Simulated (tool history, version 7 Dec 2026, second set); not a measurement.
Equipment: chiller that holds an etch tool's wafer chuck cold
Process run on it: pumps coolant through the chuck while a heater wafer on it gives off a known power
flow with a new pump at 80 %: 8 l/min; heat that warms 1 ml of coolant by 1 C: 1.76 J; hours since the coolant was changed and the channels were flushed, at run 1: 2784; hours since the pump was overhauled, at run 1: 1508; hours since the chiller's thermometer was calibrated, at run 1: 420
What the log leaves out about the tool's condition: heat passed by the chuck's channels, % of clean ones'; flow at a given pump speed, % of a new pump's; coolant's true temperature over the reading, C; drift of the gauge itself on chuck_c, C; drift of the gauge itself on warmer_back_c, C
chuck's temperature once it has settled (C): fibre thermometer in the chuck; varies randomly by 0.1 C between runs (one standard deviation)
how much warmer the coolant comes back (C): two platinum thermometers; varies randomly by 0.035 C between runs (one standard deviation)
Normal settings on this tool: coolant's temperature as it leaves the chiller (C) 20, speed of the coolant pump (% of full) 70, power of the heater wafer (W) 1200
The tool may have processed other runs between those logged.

| run | hour | coolant's temperature as it leaves the chiller (C) | speed of the coolant pump (% of full) | power of the heater wafer (W) | hours since the coolant was changed and the channels were flushed | hours since the pump was overhauled | hours since the chiller's thermometer was calibrated | chuck's temperature once it has settled (C) | how much warmer the coolant comes back (C) |
|---|---|---|---|---|---|---|---|---|---|
| 1 | 0 | 20 | 70 | 1200 | 2784 | 1508 | 420 | 31.7 | 5.91 |
| 2 | 104 | 20 | 70 | 1200 | 2888 | 1612 | 524 | 31.5 | 5.93 |
| 3 | 192.4 | 20 | 70 | 1200 | 2977 | 1701 | 612 | 31.6 | 5.92 |
| 4 | 273.3 | 20 | 70 | 1200 | 3058 | 1782 | 693 | 31.8 | 5.86 |
| 5 | 378.4 | 13 | 70 | 1200 | 3163 | 1887 | 798 | 24.5 | 6.01 |
| 6 | 484 | 13 | 70 | 1411 | 3268 | 1992 | 904 | 26.6 | 6.96 |
| 7 | 553 | 13 | 70 | 1411 | 3337 | 2061 | 973 | 26.8 | 6.92 |
| 8 | 685 | 20 | 63 | 1200 | 3469 | 2193 | 1105 | 32.6 | 6.69 |
| 9 | 749.7 | 20 | 63 | 1200 | 3534 | 2258 | 1169 | 32.7 | 6.65 |
|  | 827.7 | coolant changed, channels flushed |
| 10 | 880.6 | 20 | 63 | 1200 | 53 | 2383 | 1294 | 32.5 | 6.67 |
| 11 | 1006.8 | 20 | 74 | 1200 | 179 | 2509 | 1420 | 31.2 | 5.57 |
| 12 | 1132.7 | 20 | 74 | 1200 | 305 | 2635 | 1546 | 31.1 | 5.53 |
| 13 | 1254 | 13 | 89 | 604 | 426 | 2756 | 1668 | 17.9 | 2.25 |
| 14 | 1389.7 | 10 | 73 | 604 | 562 | 2892 | 1803 | 15.6 | 2.81 |
| 15 | 1491 | 20 | 68 | 878 | 663 | 2993 | 1905 | 28.7 | 4.44 |
| 16 | 1554.7 | 19 | 77 | 976 | 727 | 3057 | 1968 | 27.9 | 4.37 |
| 17 | 1644.6 | 25 | 70 | 1200 | 817 | 3147 | 2058 | 36.5 | 5.98 |
| 18 | 1708 | 25 | 70 | 769 | 880 | 3210 | 2122 | 32.5 | 3.88 |
| 19 | 1806.4 | 23 | 77 | 741 | 979 | 3309 | 2220 | 29.7 | 3.33 |
| 20 | 1872.1 | 15 | 99 | 1060 | 1044 | 3374 | 2286 | 22.8 | 3.54 |
| 21 | 1998.6 | 15 | 99 | 1060 | 1171 | 3501 | 2412 | 22.9 | 3.59 |
| 22 | 2078.1 | 21 | 73 | 769 | 1250 | 3580 | 2492 | 28.1 | 3.62 |
| 23 | 2165.7 | 11 | 92 | 950 | 1338 | 3668 | 2579 | 18.4 | 3.41 |
| 24 | 2293.9 | 21 | 85 | 921 | 1466 | 3796 | 2707 | 28.8 | 3.67 |

Alternative continuations, all from the tool just after run 24; predict every row:
| A | 2374.3 | 12 | 100 | 1578 | 1547 | 3877 | 2788 | ? | ? |
| B | 2374.3 | 23 | 72 | 612 | 1547 | 3877 | 2788 | ? | ? |
| C | 2374.3 | 21 | 85 | 930 | 1547 | 3877 | 2788 | ? | ? |
| D | 2374.3 | 21 | 85 | 921 | 1547 | 3877 | 2788 | ? | ? |

| run | chuck's temperature once it has settled (C) | how much warmer the coolant comes back (C) |
|---|---|---|
| A | 23.7 | 5.22 |
| B | 28.9 | 2.91 |
| C | 28.8 | 3.66 |
| D | 28.7 | 3.61 |
Stripped of hidden state, with their random variation kept, the same runs would have yielded:
| run | chuck's temperature once it has settled (C) | how much warmer the coolant comes back (C) |
|---|---|---|
| A | 23.7 | 5.21 |
| B | 28.9 | 2.91 |
| C | 28.8 | 3.65 |
| D | 28.6 | 3.6 |
